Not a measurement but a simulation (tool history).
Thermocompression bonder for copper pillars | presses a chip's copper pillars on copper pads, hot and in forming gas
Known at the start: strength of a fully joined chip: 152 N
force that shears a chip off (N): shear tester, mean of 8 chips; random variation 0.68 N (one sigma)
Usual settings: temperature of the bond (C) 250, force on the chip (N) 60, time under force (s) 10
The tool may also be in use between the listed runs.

run	day	temperature of the bond (C)	force on the chip (N)	time under force (s)	force that shears a chip off (N)
1	0	250	60	10	62.1
2	2.704	250	60	10	63.5
3	4.625	250	60	19	77.8
4	5.775	250	54	19	69.9
5	8.354	250	54	19	69.3
6	10.096	250	54	19	68.1
# day 10.458: forming gas filter changed
7	12.671	250	54	19	72.3
# day 12.992: heater calibrated with a thermocouple chip
8	14.488	250	54	19	70.4
9	15.817	250	54	19	67.6
10	17.658	250	62	19	77.5
11	20.171	250	62	19	74.5
12	21.45	250	60	13	64.2
13	24.192	222	60	22	46.3
# day 25.258: forming gas filter changed
14	26.079	222	60	22	47.9
15	27.871	233	46	9	31.8
# day 28.746: heater calibrated with a thermocouple chip, once more
16	29.146	222	38	23	36.9
17	31.025	222	62	23	60.4
18	33.083	240	60	27	82.4
19	34.504	250	37	10	42.2
20	35.779	250	37	10	41.7
21	37.267	259	59	15	85.8
22	39.692	259	59	15	84.9
# day 40.092: forming gas filter changed
23	41.079	250	85	10	94.8
24	42.562	221	39	9	23.2

Forecast each of these 3 alternatives for the next run:
A	44.042	250	51	6	?
B	44.042	225	47	8	?
C	44.042	247	51	10	?

run	force that shears a chip off (N)
A	48.2
B	30.2
C	55.9
Without the tool's hidden state the same runs would have given:
run	force that shears a chip off (N)
A	49.1
B	31
C	56.9
